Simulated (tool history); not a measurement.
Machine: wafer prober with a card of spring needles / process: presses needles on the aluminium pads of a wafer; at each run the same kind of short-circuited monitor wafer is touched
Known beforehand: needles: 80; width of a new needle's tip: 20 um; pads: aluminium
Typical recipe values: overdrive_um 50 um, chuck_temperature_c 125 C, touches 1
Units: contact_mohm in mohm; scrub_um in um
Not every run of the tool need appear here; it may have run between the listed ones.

run	hour	overdrive_um	chuck_temperature_c	touches	contact_mohm	scrub_um
1	0	50	125	1	188	10.08
2	9.8	50	125	1	208	10.11
3	15.4	50	125	1	214	10.08
# hour 16.2: tips cleaned on abrasive film
4	21.8	50	125	1	202	10.05
5	33.4	39	125	1	244	7.79
# hour 35.2: tips cleaned on abrasive film
6	39.5	50	125	1	196	10.09
7	48.9	50	59	1	205	10.11
# hour 54.4: tips cleaned on abrasive film
8	60.3	50	91	1	190	10.03
9	71.7	50	91	1	210	10.07
# hour 74: tips cleaned on abrasive film
10	83.1	64	125	1	194	12.83
11	88.7	64	125	1	197	12.85
# hour 92.7: tips cleaned on abrasive film
12	101.1	50	125	1	204	10.02
13	108.3	36	125	1	252	7.19
# hour 111.6: tips cleaned on abrasive film
14	117	50	125	1	196	10.04
15	124	50	36	1	197	9.98
# hour 130.1: tips cleaned on abrasive film
16	132.5	50	36	1	175	10.06
17	143.9	50	36	1	202	9.95
# hour 149: tips cleaned on abrasive film
18	153.4	49	125	1	197	9.79
19	165	35	125	1	259	6.99
# hour 167.8: tips cleaned on abrasive film
20	172.5	35	125	1	222	6.95
21	186.1	35	125	1	262	6.93
# hour 186.7: tips cleaned on abrasive film
22	198	47	27	2	185	9.41
# hour 206.3: tips cleaned on abrasive film
23	210.4	49	116	2	189	9.76
24	221	49	116	2	200	9.72
# hour 225.4: tips cleaned on abrasive film
25	226.8	39	125	2	194	7.72
26	234	45	125	1	214	8.94
# hour 244.2: tips cleaned on abrasive film
27	244.4	50	86	1	176	9.94
28	255.2	61	119	1	194	12.09
# hour 263.2: tips cleaned on abrasive film
29	265.6	61	46	1	171	12.14
30	278.5	38	33	1	235	7.49
# hour 281.8: tips cleaned on abrasive film
31	292	38	33	1	229	7.47
# hour 300.7: tips cleaned on abrasive film
32	300.7	50	54	2	169	9.92
33	306.7	50	54	2	184	9.87
34	317.9	50	54	2	194	9.89
# hour 319.2: tips cleaned on abrasive film
35	326.3	46	84	1	207	9.02

The logged runs with the hidden state left out (each run's random variation unchanged):
Hidden state present: debris on the tips, nm; way that the needles fall short of the set height, um; tips' diameter, um; drift of the gauge itself on contact_mohm, %; drift of the gauge itself on scrub_um, %.
run	contact_mohm	scrub_um
1	177	10.09
2	178	10.12
3	178	10.09
4	180	10.07
5	184	7.82
6	179	10.13
7	167	10.14
8	169	10.08
9	171	10.12
10	176	12.9
11	174	12.92
12	177	10.1
13	184	7.27
14	177	10.13
15	161	10.07
16	161	10.17
17	162	10.06
18	179	9.91
19	187	7.11
20	185	7.08
21	186	7.07
22	161	9.56
23	178	9.92
24	177	9.88
25	184	7.9
26	180	9.11
27	171	10.14
28	171	12.28
29	161	12.34
30	163	7.7
31	168	7.68
32	166	10.15
33	167	10.1
34	166	10.12
35	174	9.26
